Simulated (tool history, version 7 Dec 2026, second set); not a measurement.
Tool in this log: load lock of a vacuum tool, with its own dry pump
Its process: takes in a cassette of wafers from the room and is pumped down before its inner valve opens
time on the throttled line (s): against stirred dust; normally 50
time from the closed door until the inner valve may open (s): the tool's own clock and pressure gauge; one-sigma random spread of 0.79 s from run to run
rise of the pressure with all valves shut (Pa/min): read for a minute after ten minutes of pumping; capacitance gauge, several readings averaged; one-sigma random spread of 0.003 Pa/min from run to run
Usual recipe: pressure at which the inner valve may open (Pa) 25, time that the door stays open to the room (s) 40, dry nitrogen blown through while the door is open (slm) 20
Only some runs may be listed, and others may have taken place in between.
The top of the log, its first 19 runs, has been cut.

run,day,time on the throttled line (s),pressure at which the inner valve may open (Pa),time that the door stays open to the room (s),dry nitrogen blown through while the door is open (slm),hours that the pump has run since its overhaul,times that the door has closed on its seal,"incoming humidity of the room's air, %",time from the closed door until the inner valve may open (s),rise of the pressure with all valves shut (Pa/min)
20,209.088,50,47,199,5,4743,7135,44.2,124.2,0.068
21,215.658,50,47,199,5,4900,7314,44.8,122.9,0.067
22,224.979,50,47,199,4,5124,7568,45.6,122.8,0.068
23,235.55,33,21,199,4,5378,7855,47,122.1,0.075
24,249.896,38,25,40,20,5722,8246,43.1,124.2,0.047
25,263.388,42,26,40,20,6046,8613,45.9,127.4,0.049
26,271.662,42,26,40,20,6244,8839,45.9,127.3,0.052
27,279.475,50,23,40,20,6432,9051,47.5,135,0.051
28,289.612,30,30,64,16,6675,9327,44.8,119.9,0.06
29,302.854,98,33,167,27,6993,9688,43,163.7,0.058
30,315.725,38,38,59,20,7302,10038,45.9,122.3,0.061
31,330.808,38,38,59,20,7664,10449,42.9,122.9,0.062
32,338.05,26,38,59,6,7838,10646,44.9,115.9,0.075
33,351.504,50,25,28,20,8161,11013,41.7,138,0.063
34,366.254,50,25,26,20,8515,11414,43.5,140.5,0.068
35,381.338,50,25,26,20,8877,11825,43.2,138.2,0.068
36,393.667,50,24,80,20,9172,12160,44.2,140.9,0.075
37,406.796,50,34,40,7,9488,12518,44.3,137.2,0.087

Below are 4 alternative next runs, each starting from the tool's condition after run 37. Predict each:
# day 412.717: dry pump taken out, an overhauled one fitted
A,419.5,58,25,223,20,163,12857,47.8,?,?
# day 412.717: dry pump taken out, an overhauled one fitted
B,419.5,50,27,177,20,163,12857,45.9,?,?
# day 412.717: dry pump taken out, an overhauled one fitted
C,419.5,37,34,40,7,163,12857,44.3,?,?
# day 412.717: dry pump taken out, an overhauled one fitted
D,419.5,59,41,40,20,163,12857,47.5,?,?

run,time from the closed door until the inner valve may open (s),rise of the pressure with all valves shut (Pa/min)
A,129,0.089
B,120.9,0.089
C,109.9,0.083
D,124.3,0.079
With the hidden condition removed and each run's random variation left untouched, the same runs would have given:
run,time from the closed door until the inner valve may open (s),rise of the pressure with all valves shut (Pa/min)
A,127.8,0.023
B,119.6,0.024
C,108.5,0.018
D,123.1,0.014
